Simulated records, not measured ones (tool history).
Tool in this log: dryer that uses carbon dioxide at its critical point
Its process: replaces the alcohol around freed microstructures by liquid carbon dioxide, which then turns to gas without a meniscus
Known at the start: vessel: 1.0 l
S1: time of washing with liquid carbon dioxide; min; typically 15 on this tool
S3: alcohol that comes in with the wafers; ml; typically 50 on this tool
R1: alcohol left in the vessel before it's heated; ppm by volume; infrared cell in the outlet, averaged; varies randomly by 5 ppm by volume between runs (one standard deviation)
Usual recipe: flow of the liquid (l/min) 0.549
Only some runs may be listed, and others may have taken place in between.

run 1 hour=0.0 | S1=15 flow_of_the_liquid_(l/min)=0.549 S3=50 | R1=102
run 2 hour=31.4 | S1=15 flow_of_the_liquid_(l/min)=0.549 S3=50 | R1=105
run 3 hour=46.9 | S1=15 flow_of_the_liquid_(l/min)=0.733 S3=50 | R1=75
run 4 hour=72.9 | S1=15 flow_of_the_liquid_(l/min)=0.733 S3=50 | R1=78
run 5 hour=101.4 | S1=15 flow_of_the_liquid_(l/min)=0.549 S3=50 | R1=109
run 6 hour=116.7 | S1=15 flow_of_the_liquid_(l/min)=0.549 S3=50 | R1=121
run 7 hour=142.7 | S1=15 flow_of_the_liquid_(l/min)=0.549 S3=50 | R1=128
run 8 hour=159.7 | S1=15 flow_of_the_liquid_(l/min)=0.549 S3=50 | R1=118
run 9 hour=180.7 | S1=15 flow_of_the_liquid_(l/min)=0.549 S3=50 | R1=116
run 10 hour=211.1 | S1=15 flow_of_the_liquid_(l/min)=0.549 S3=42 | R1=113
run 11 hour=234.5 | S1=15 flow_of_the_liquid_(l/min)=0.640 S3=50 | R1=101
run 12 hour=251.6 | S1=15 flow_of_the_liquid_(l/min)=0.640 S3=50 | R1=99
run 13 hour=271.7 | S1=15 flow_of_the_liquid_(l/min)=0.640 S3=50 | R1=106
-- hour=306.1 inlet filter changed
run 14 hour=306.1 | S1=15 flow_of_the_liquid_(l/min)=0.640 S3=50 | R1=100
run 15 hour=326.7 | S1=15 flow_of_the_liquid_(l/min)=0.640 S3=50 | R1=105
run 16 hour=359.2 | S1=15 flow_of_the_liquid_(l/min)=0.640 S3=50 | R1=110
run 17 hour=388.9 | S1=15 flow_of_the_liquid_(l/min)=0.640 S3=50 | R1=112
run 18 hour=417.0 | S1=15 flow_of_the_liquid_(l/min)=0.506 S3=50 | R1=145
run 19 hour=444.4 | S1=22 flow_of_the_liquid_(l/min)=0.506 S3=50 | R1=109
run 20 hour=478.5 | S1=15 flow_of_the_liquid_(l/min)=0.549 S3=50 | R1=130
run 21 hour=503.5 | S1=15 flow_of_the_liquid_(l/min)=0.549 S3=50 | R1=134
run 22 hour=540.5 | S1=15 flow_of_the_liquid_(l/min)=0.549 S3=50 | R1=154
run 23 hour=571.8 | S1=15 flow_of_the_liquid_(l/min)=0.549 S3=50 | R1=143
run 24 hour=597.4 | S1=15 flow_of_the_liquid_(l/min)=0.549 S3=50 | R1=147
run 25 hour=619.9 | S1=13 flow_of_the_liquid_(l/min)=0.707 S3=54 | R1=132
run 26 hour=653.4 | S1=12 flow_of_the_liquid_(l/min)=0.707 S3=51 | R1=136
run 27 hour=688.1 | S1=13 flow_of_the_liquid_(l/min)=0.930 S3=63 | R1=139
run 28 hour=712.2 | S1=12 flow_of_the_liquid_(l/min)=0.337 S3=33 | R1=1124
run 29 hour=728.4 | S1=16 flow_of_the_liquid_(l/min)=0.337 S3=23 | R1=348
run 30 hour=758.6 | S1=16 flow_of_the_liquid_(l/min)=0.337 S3=23 | R1=364
-- hour=781.9 purifier's bed changed
run 31 hour=783.5 | S1=16 flow_of_the_liquid_(l/min)=0.337 S3=23 | R1=238
run 32 hour=799.3 | S1=16 flow_of_the_liquid_(l/min)=0.337 S3=23 | R1=249
run 33 hour=833.7 | S1=17 flow_of_the_liquid_(l/min)=0.572 S3=85 | R1=31
run 34 hour=867.0 | S1=17 flow_of_the_liquid_(l/min)=0.572 S3=85 | R1=23
run 35 hour=890.5 | S1=17 flow_of_the_liquid_(l/min)=0.572 S3=85 | R1=37
run 36 hour=912.2 | S1=13 flow_of_the_liquid_(l/min)=0.921 S3=85 | R1=16
-- hour=935.1 inlet filter changed
run 37 hour=935.1 | S1=17 flow_of_the_liquid_(l/min)=0.549 S3=23 | R1=11
run 38 hour=961.2 | S1=15 flow_of_the_liquid_(l/min)=0.549 S3=46 | R1=35
run 39 hour=978.6 | S1=15 flow_of_the_liquid_(l/min)=0.549 S3=46 | R1=33
run 40 hour=1009.7 | S1=11 flow_of_the_liquid_(l/min)=0.838 S3=50 | R1=22
run 41 hour=1024.8 | S1=18 flow_of_the_liquid_(l/min)=0.330 S3=50 | R1=237
run 42 hour=1043.2 | S1=11 flow_of_the_liquid_(l/min)=0.549 S3=50 | R1=196
run 43 hour=1062.9 | S1=13 flow_of_the_liquid_(l/min)=0.549 S3=25 | R1=57
run 44 hour=1094.7 | S1=11 flow_of_the_liquid_(l/min)=0.549 S3=112 | R1=442
run 45 hour=1126.9 | S1=11 flow_of_the_liquid_(l/min)=0.549 S3=112 | R1=450
run 46 hour=1160.4 | S1=11 flow_of_the_liquid_(l/min)=0.549 S3=112 | R1=461
run 47 hour=1197.4 | S1=21 flow_of_the_liquid_(l/min)=0.549 S3=22 | R1=37

Here are 3 independent what-if runs from the current tool condition. What would each one return?
run A hour=1232.2 | S1=10 flow_of_the_liquid_(l/min)=0.553 S3=100 | R1=?
run B hour=1232.2 | S1=15 flow_of_the_liquid_(l/min)=0.441 S3=73 | R1=?
run C hour=1232.2 | S1=20 flow_of_the_liquid_(l/min)=0.549 S3=22 | R1=?

run=A R1=695
run=B R1=244
run=C R1=37
With no hidden state in the tool, these same runs would have given:
run=A R1=475
run=B R1=147
run=C R1=5
